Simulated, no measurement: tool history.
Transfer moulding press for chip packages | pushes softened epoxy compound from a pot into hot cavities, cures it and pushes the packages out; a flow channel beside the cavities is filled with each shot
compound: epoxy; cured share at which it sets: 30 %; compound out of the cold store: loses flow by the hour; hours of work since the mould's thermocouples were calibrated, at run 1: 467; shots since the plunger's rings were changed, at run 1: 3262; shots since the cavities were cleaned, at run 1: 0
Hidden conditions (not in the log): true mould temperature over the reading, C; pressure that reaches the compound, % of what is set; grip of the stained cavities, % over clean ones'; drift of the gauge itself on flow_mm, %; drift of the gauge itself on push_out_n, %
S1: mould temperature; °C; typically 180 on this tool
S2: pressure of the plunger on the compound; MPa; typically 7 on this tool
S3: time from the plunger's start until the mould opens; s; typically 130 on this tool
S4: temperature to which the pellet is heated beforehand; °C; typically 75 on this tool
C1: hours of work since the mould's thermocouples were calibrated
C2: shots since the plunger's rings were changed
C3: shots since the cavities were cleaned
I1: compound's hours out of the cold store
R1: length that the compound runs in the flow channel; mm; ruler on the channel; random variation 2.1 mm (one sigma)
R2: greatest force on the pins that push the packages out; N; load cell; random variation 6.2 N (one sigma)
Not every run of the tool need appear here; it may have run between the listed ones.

run 1 hour=0 | S1=180 S2=7 S3=130 S4=75 | C1=467 C2=3262 C3=0 | I1=11 | R1=600 R2=244
run 2 hour=8.2 | S1=180 S2=7 S3=130 S4=75 | C1=473 C2=3345 C3=83 | I1=31 | R1=570 R2=265
run 3 hour=21.8 | S1=180 S2=7 S3=130 S4=75 | C1=482 C2=3483 C3=221 | I1=25.7 | R1=579 R2=333
run 4 hour=34 | S1=180 S2=7 S3=118 S4=75 | C1=491 C2=3606 C3=344 | I1=13.3 | R1=594 R2=435
run 5 hour=50.4 | S1=180 S2=7 S3=130 S4=75 | C1=502 C2=3774 C3=512 | I1=28.5 | R1=576 R2=411
run 6 hour=64.1 | S1=180 S2=7 S3=131 S4=75 | C1=512 C2=3912 C3=650 | I1=31.5 | R1=567 R2=421
-- hour=74.5 mould's thermocouples calibrated
run 7 hour=80.9 | S1=180 S2=7 S3=131 S4=75 | C1=4 C2=4062 C3=800 | I1=16.2 | R1=585 R2=453
run 8 hour=91.6 | S1=180 S2=7 S3=131 S4=75 | C1=12 C2=4171 C3=909 | I1=29 | R1=567 R2=477
run 9 hour=108.5 | S1=180 S2=7 S3=131 S4=75 | C1=24 C2=4343 C3=1081 | I1=34.6 | R1=560 R2=471
-- hour=121.8 cavities cleaned with cleaning compound and waxed
run 10 hour=122 | S1=180 S2=7 S3=131 S4=75 | C1=32 C2=4464 C3=2 | I1=45.3 | R1=549 R2=233
run 11 hour=136.9 | S1=174 S2=7 S3=131 S4=75 | C1=43 C2=4615 C3=153 | I1=31.4 | R1=583 R2=422
run 12 hour=146 | S1=174 S2=7 S3=131 S4=75 | C1=49 C2=4708 C3=246 | I1=23.2 | R1=596 R2=482
run 13 hour=162 | S1=181 S2=6.33 S3=160 S4=72 | C1=60 C2=4870 C3=408 | I1=25.1 | R1=542 R2=344
run 14 hour=172.4 | S1=174 S2=8.64 S3=160 S4=75 | C1=67 C2=4976 C3=514 | I1=22.8 | R1=659 R2=429
run 15 hour=184 | S1=187 S2=8.64 S3=136 S4=80 | C1=75 C2=5093 C3=631 | I1=26.4 | R1=606 R2=356
run 16 hour=197.5 | S1=187 S2=8.64 S3=136 S4=80 | C1=85 C2=5230 C3=768 | I1=30.2 | R1=601 R2=383
run 17 hour=206.8 | S1=187 S2=8.64 S3=136 S4=80 | C1=91 C2=5325 C3=863 | I1=33.9 | R1=595 R2=385
-- hour=215 plunger's sealing rings changed
run 18 hour=226 | S1=180 S2=7 S3=130 S4=85 | C1=103 C2=111 C3=1032 | I1=31.8 | R1=592 R2=462
run 19 hour=234 | S1=184 S2=5.89 S3=118 S4=83 | C1=109 C2=192 C3=1113 | I1=43.7 | R1=524 R2=447
-- hour=243.6 cavities cleaned with cleaning compound and waxed
run 20 hour=250.4 | S1=184 S2=5.89 S3=118 S4=83 | C1=119 C2=343 C3=69 | I1=34.8 | R1=531 R2=257
run 21 hour=263.3 | S1=180 S2=7 S3=165 S4=75 | C1=128 C2=474 C3=200 | I1=36.2 | R1=589 R2=282
run 22 hour=278.8 | S1=181 S2=8.11 S3=134 S4=71 | C1=139 C2=631 C3=357 | I1=38.8 | R1=626 R2=358

Forecast each of these 4 alternatives for the next run:
run A hour=296.2 | S1=176 S2=8.11 S3=134 S4=71 | C1=151 C2=808 C3=534 | I1=28.8 | R1=? R2=?
run B hour=296.2 | S1=186 S2=8.11 S3=134 S4=71 | C1=151 C2=808 C3=534 | I1=33.5 | R1=? R2=?
run C hour=296.2 | S1=176 S2=7 S3=130 S4=75 | C1=151 C2=808 C3=534 | I1=21.7 | R1=? R2=?
run D hour=296.2 | S1=180 S2=6.6 S3=139 S4=77 | C1=151 C2=808 C3=534 | I1=19 | R1=? R2=?

run=A R1=653 R2=476
run=B R1=614 R2=348
run=C R1=614 R2=517
run=D R1=590 R2=391
The same runs, with their run-to-run variation unchanged, on a tool lacking any hidden condition would have given:
run=A R1=661 R2=272
run=B R1=621 R2=196
run=C R1=622 R2=296
run=D R1=597 R2=228
